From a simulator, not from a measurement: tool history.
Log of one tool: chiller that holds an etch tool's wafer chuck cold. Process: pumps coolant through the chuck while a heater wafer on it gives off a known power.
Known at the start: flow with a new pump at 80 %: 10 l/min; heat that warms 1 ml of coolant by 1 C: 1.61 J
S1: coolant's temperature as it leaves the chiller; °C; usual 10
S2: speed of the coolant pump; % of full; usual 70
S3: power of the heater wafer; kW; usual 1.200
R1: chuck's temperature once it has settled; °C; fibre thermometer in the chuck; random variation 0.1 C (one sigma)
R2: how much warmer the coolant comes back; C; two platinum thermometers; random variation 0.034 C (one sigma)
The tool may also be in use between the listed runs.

run     day  S1  S2     S3    R1    R2
  1   0.000  10  70  1.200  19.9  5.27
  2   2.129  10  70  1.200  19.9  5.31
  3   3.854  10  70  1.588  23.2  7.07
  4   5.429  10  70  1.552  22.7  6.87
  5   9.125  10  70  1.200  19.9  5.26
  6  10.654  10  70  1.200  20.0  5.29
  7  12.746  10  70  1.200  20.2  5.37
  8  15.942  10  70  1.200  20.1  5.29
  9  17.942  10  70  1.200  20.1  5.33
 10  20.950  10  70  1.200  20.3  5.32
 11  24.312  10  70  1.200  20.2  5.30
 12  26.425  10  70  1.200  20.0  5.35
 13  28.996  10  70  1.296  21.1  5.79
 14  31.088  10  70  1.296  21.2  5.82
 15  34.654  10  70  1.200  20.3  5.34
 16  36.704   3  68  1.200  13.6  5.48
 17  39.688   3  98  0.753   8.3  2.39
 18  41.292  12  92  1.209  20.4  4.11
 19  43.783  12  92  1.209  20.5  4.02
 20  46.700  15  92  1.209  23.4  4.07
     47.075  -- chiller's thermometer calibrated
 21  48.446  10  64  1.605  25.3  7.91
 22  52.092   6  83  0.961  13.9  3.60
 23  54.292  10  86  1.325  20.0  4.80
 24  56.400  16  86  1.091  24.4  3.86
 25  59.375   9  92  1.091  17.2  3.63
     60.729  -- chiller's thermometer calibrated, once more
 26  60.975  19  64  0.849  26.6  4.24
 27  64.675  10  70  0.908  17.7  4.02
 28  67.612  11  78  1.239  20.4  4.97
 29  69.688  10  95  1.647  20.4  5.38
 30  73.000  17  63  0.868  25.0  4.38

Hidden state or all else? Some run-to-run changes of R1, split into what the settings, what came in and random variation would give without the hidden state, and what is left for the hidden state (with any gauge scatter that isn't in both results):
The hidden state here: heat passed by the chuck's channels, % of clean ones'; flow at a given pump speed, % of a new pump's; coolant's true temperature over the reading, C; drift of the gauge itself on chuck_c, C; drift of the gauge itself on warmer_back_c, C.
Run 17 -> 18: S1 3 -> 12, S2 98 -> 92, S3 0.753 -> 1.209. R1 +12.1 °C: hidden state +0.2, all else +11.9.
Run 20 -> 21: S1 15 -> 10, S2 92 -> 64, S3 1.209 -> 1.605, chiller's thermometer calibrated. R1 +1.9 °C: hidden state +0.7, all else +1.2.
Run 21 -> 22: S1 10 -> 6, S2 64 -> 83, S3 1.605 -> 0.961. R1 -11.4 °C: hidden state -0.4, all else -11.0.
Run 25 -> 26: S1 9 -> 19, S2 92 -> 64, S3 1.091 -> 0.849, chiller's thermometer calibrated, once more. R1 +9.4 °C: hidden state -0.8, all else +10.2.
